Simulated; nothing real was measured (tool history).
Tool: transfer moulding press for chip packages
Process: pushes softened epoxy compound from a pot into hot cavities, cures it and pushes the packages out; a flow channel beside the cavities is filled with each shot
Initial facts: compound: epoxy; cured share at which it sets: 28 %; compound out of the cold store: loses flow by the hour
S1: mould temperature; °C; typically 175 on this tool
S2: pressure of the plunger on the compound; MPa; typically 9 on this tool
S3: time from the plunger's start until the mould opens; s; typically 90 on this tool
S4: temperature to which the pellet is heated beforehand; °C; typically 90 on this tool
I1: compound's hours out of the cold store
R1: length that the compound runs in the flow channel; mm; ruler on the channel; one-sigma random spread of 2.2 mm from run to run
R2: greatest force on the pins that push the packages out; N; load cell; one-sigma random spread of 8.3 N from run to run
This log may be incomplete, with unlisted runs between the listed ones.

run	day	S1	S2	S3	S4	I1	R1	R2
1	0	175	9	90	90	16.9	584	529
2	2.838	175	9	90	90	35.2	548	754
# day 4.117: cavities cleaned with cleaning compound and waxed
3	4.562	183	9	90	90	27.7	539	695
# day 7.017: mould's thermocouples calibrated
4	7.212	175	9.04	90	90	20.4	562	852
5	8.625	175	9.04	90	90	32.6	540	783
# day 9.133: cavities cleaned with cleaning compound and waxed
6	10.45	175	8.47	90	90	8.3	556	540
# day 11.642: plunger's sealing rings changed
7	11.971	175	8.47	90	90	33.6	551	641
# day 14.033: cavities cleaned with cleaning compound and waxed
8	14.258	175	9	90	90	23.2	577	416
9	16.392	175	9	90	90	18.6	583	632
10	18.654	175	9	90	90	43.3	534	703
# day 18.962: cavities cleaned with cleaning compound and waxed
# day 20.738: cavities cleaned with cleaning compound and waxed, once more
11	21.238	175	9	90	94	29.8	554	448
12	24.108	175	9	90	94	30	543	668
13	25.45	175	9	124	90	14.6	566	490
# day 25.775: cavities cleaned with cleaning compound and waxed
14	28.317	175	9	74	90	42.4	521	985
15	30.05	175	9	74	90	46.3	509	1153
# day 30.729: cavities cleaned with cleaning compound and waxed
# day 30.988: plunger's sealing rings changed
16	31.421	175	9	74	90	16.7	594	777
17	33.292	175	9	74	90	23.4	578	1081
18	35.021	175	9	74	90	26.2	571	1193
# day 35.738: cavities cleaned with cleaning compound and waxed
19	37.754	181	9	116	87	8.7	587	403
20	40.246	172	9	90	82	22.6	576	964
# day 40.583: cavities cleaned with cleaning compound and waxed
21	41.625	172	8.22	116	82	40.3	518	400
22	42.921	172	8.22	116	82	23	545	475
23	45.242	172	8.22	116	82	40.5	512	570
# day 45.55: cavities cleaned with cleaning compound and waxed
24	47.4	172	8.22	116	82	16.9	546	476
25	49.454	181	8.22	114	89	46.5	478	480
# day 50.229: plunger's sealing rings changed
# day 50.608: cavities cleaned with cleaning compound and waxed
26	51.108	181	8.22	114	89	19.4	551	296
27	53.317	181	8.22	114	89	32.9	523	433

4 options for the next run, each taken on its own from the tool as it stands now. Forecast them:
A	55.129	175	9	116	90	41.4	?	?
B	55.129	176	9	104	90	9.5	?	?
C	55.129	181	10.01	83	89	37.1	?	?
D	55.129	181	7.64	114	89	39.5	?	?

run	R1	R2
A	550	505
B	597	590
C	569	648
D	492	471
With no hidden state in the tool, these same runs would have given:
run	R1	R2
A	558	249
B	606	289
C	578	310
D	500	235

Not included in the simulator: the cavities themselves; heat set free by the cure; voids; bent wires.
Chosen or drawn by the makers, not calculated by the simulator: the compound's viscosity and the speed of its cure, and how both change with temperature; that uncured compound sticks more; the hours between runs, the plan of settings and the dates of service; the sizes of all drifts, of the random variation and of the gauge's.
